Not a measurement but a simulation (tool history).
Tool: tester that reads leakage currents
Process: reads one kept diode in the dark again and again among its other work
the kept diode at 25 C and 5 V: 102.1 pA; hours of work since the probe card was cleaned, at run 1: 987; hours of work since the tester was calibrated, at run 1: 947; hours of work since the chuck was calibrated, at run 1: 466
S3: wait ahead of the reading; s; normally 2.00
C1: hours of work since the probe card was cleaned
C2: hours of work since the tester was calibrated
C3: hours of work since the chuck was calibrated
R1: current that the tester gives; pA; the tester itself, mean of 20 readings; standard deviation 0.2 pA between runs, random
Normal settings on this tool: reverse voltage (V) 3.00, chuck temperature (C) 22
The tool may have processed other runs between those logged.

run 1 hour=0.0 | reverse_voltage_(V)=3.00 chuck_temperature_(C)=22 S3=2.00 | C1=987 C2=947 C3=466 | R1=79.06
run 2 hour=65.7 | reverse_voltage_(V)=3.00 chuck_temperature_(C)=22 S3=2.00 | C1=1026 C2=986 C3=505 | R1=80.32
-- hour=112.8 chuck's temperature calibrated
run 3 hour=169.7 | reverse_voltage_(V)=3.00 chuck_temperature_(C)=22 S3=1.47 | C1=1086 C2=1046 C3=34 | R1=68.74
run 4 hour=303.8 | reverse_voltage_(V)=3.00 chuck_temperature_(C)=22 S3=1.47 | C1=1165 C2=1125 C3=113 | R1=70.81
run 5 hour=374.5 | reverse_voltage_(V)=3.00 chuck_temperature_(C)=22 S3=1.47 | C1=1207 C2=1167 C3=154 | R1=72.29
run 6 hour=433.8 | reverse_voltage_(V)=3.00 chuck_temperature_(C)=22 S3=1.47 | C1=1242 C2=1202 C3=189 | R1=73.42
run 7 hour=562.1 | reverse_voltage_(V)=4.55 chuck_temperature_(C)=22 S3=2.00 | C1=1318 C2=1278 C3=265 | R1=90.45
run 8 hour=682.8 | reverse_voltage_(V)=4.55 chuck_temperature_(C)=22 S3=2.00 | C1=1389 C2=1349 C3=336 | R1=93.47
run 9 hour=765.1 | reverse_voltage_(V)=3.17 chuck_temperature_(C)=22 S3=2.00 | C1=1437 C2=1397 C3=385 | R1=80.17
run 10 hour=833.4 | reverse_voltage_(V)=3.00 chuck_temperature_(C)=22 S3=2.00 | C1=1478 C2=1438 C3=425 | R1=79.60
run 11 hour=921.2 | reverse_voltage_(V)=3.00 chuck_temperature_(C)=22 S3=2.00 | C1=1529 C2=1489 C3=477 | R1=81.34
-- hour=1016.2 chuck's temperature calibrated
run 12 hour=1038.0 | reverse_voltage_(V)=3.00 chuck_temperature_(C)=22 S3=2.00 | C1=1597 C2=1557 C3=13 | R1=68.44
run 13 hour=1125.3 | reverse_voltage_(V)=3.00 chuck_temperature_(C)=22 S3=2.00 | C1=1649 C2=1609 C3=64 | R1=69.79
run 14 hour=1192.2 | reverse_voltage_(V)=3.00 chuck_temperature_(C)=22 S3=2.00 | C1=1688 C2=1648 C3=104 | R1=70.61
run 15 hour=1252.5 | reverse_voltage_(V)=9.42 chuck_temperature_(C)=22 S3=2.00 | C1=1724 C2=1684 C3=139 | R1=124.34
run 16 hour=1346.6 | reverse_voltage_(V)=9.42 chuck_temperature_(C)=22 S3=2.00 | C1=1779 C2=1739 C3=195 | R1=126.23
run 17 hour=1403.8 | reverse_voltage_(V)=3.00 chuck_temperature_(C)=22 S3=2.00 | C1=1813 C2=1773 C3=229 | R1=74.21
run 18 hour=1519.4 | reverse_voltage_(V)=3.00 chuck_temperature_(C)=22 S3=2.00 | C1=1881 C2=1841 C3=297 | R1=76.56
run 19 hour=1655.9 | reverse_voltage_(V)=3.00 chuck_temperature_(C)=22 S3=2.00 | C1=1962 C2=1922 C3=377 | R1=78.65
-- hour=1669.8 probe card cleaned and baked
run 20 hour=1741.1 | reverse_voltage_(V)=3.00 chuck_temperature_(C)=22 S3=2.00 | C1=42 C2=1970 C3=426 | R1=81.50
run 21 hour=1869.5 | reverse_voltage_(V)=1.54 chuck_temperature_(C)=44 S3=0.32 | C1=118 C2=2046 C3=502 | R1=307.03
-- hour=1912.6 probe card cleaned and baked, once more
-- hour=1924.9 chuck's temperature calibrated
run 22 hour=1942.1 | reverse_voltage_(V)=1.83 chuck_temperature_(C)=44 S3=0.32 | C1=16 C2=2086 C3=10 | R1=279.83
run 23 hour=2006.2 | reverse_voltage_(V)=1.83 chuck_temperature_(C)=44 S3=0.32 | C1=54 C2=2124 C3=48 | R1=283.62
run 24 hour=2086.8 | reverse_voltage_(V)=3.00 chuck_temperature_(C)=22 S3=0.51 | C1=102 C2=2171 C3=96 | R1=68.60
run 25 hour=2160.2 | reverse_voltage_(V)=8.45 chuck_temperature_(C)=22 S3=0.51 | C1=145 C2=2214 C3=139 | R1=111.21
run 26 hour=2218.4 | reverse_voltage_(V)=8.45 chuck_temperature_(C)=22 S3=0.51 | C1=179 C2=2249 C3=173 | R1=112.99
run 27 hour=2334.2 | reverse_voltage_(V)=2.24 chuck_temperature_(C)=55 S3=0.64 | C1=247 C2=2317 C3=241 | R1=687.95
run 28 hour=2446.8 | reverse_voltage_(V)=2.24 chuck_temperature_(C)=55 S3=0.64 | C1=314 C2=2383 C3=308 | R1=701.93
run 29 hour=2506.6 | reverse_voltage_(V)=4.52 chuck_temperature_(C)=22 S3=2.00 | C1=349 C2=2419 C3=343 | R1=87.57
run 30 hour=2587.9 | reverse_voltage_(V)=4.52 chuck_temperature_(C)=22 S3=2.00 | C1=397 C2=2467 C3=391 | R1=88.79
run 31 hour=2728.4 | reverse_voltage_(V)=14.69 chuck_temperature_(C)=22 S3=2.00 | C1=480 C2=2550 C3=474 | R1=156.57
run 32 hour=2799.7 | reverse_voltage_(V)=5.51 chuck_temperature_(C)=39 S3=3.54 | C1=522 C2=2592 C3=516 | R1=365.72
-- hour=2827.5 chuck's temperature calibrated
run 33 hour=2914.6 | reverse_voltage_(V)=1.77 chuck_temperature_(C)=23 S3=5.43 | C1=589 C2=2658 C3=51 | R1=58.76
run 34 hour=2997.0 | reverse_voltage_(V)=3.00 chuck_temperature_(C)=25 S3=1.21 | C1=637 C2=2707 C3=100 | R1=89.15
run 35 hour=3081.7 | reverse_voltage_(V)=11.68 chuck_temperature_(C)=32 S3=1.25 | C1=687 C2=2757 C3=150 | R1=281.59
run 36 hour=3218.2 | reverse_voltage_(V)=4.49 chuck_temperature_(C)=20 S3=2.00 | C1=768 C2=2837 C3=230 | R1=75.46
run 37 hour=3307.8 | reverse_voltage_(V)=14.44 chuck_temperature_(C)=52 S3=0.91 | C1=821 C2=2890 C3=283 | R1=1297.51
run 38 hour=3378.3 | reverse_voltage_(V)=2.17 chuck_temperature_(C)=22 S3=1.20 | C1=862 C2=2932 C3=325 | R1=66.19
run 39 hour=3482.1 | reverse_voltage_(V)=2.17 chuck_temperature_(C)=22 S3=1.20 | C1=923 C2=2993 C3=386 | R1=67.52

Here are 4 independent what-if runs from the current tool condition. What would each one return?
run A hour=3586.2 | reverse_voltage_(V)=16.57 chuck_temperature_(C)=48 S3=1.20 | C1=985 C2=3054 C3=447 | R1=?
run B hour=3586.2 | reverse_voltage_(V)=3.00 chuck_temperature_(C)=22 S3=0.33 | C1=985 C2=3054 C3=447 | R1=?
run C hour=3586.2 | reverse_voltage_(V)=2.59 chuck_temperature_(C)=21 S3=0.46 | C1=985 C2=3054 C3=447 | R1=?
run D hour=3586.2 | reverse_voltage_(V)=3.00 chuck_temperature_(C)=35 S3=0.57 | C1=985 C2=3054 C3=447 | R1=?

run=A R1=1106.24
run=B R1=82.11
run=C R1=70.18
run=D R1=213.60
With no hidden state in the tool, these same runs would have given:
run=A R1=944.38
run=B R1=67.64
run=C R1=57.61
run=D R1=180.46

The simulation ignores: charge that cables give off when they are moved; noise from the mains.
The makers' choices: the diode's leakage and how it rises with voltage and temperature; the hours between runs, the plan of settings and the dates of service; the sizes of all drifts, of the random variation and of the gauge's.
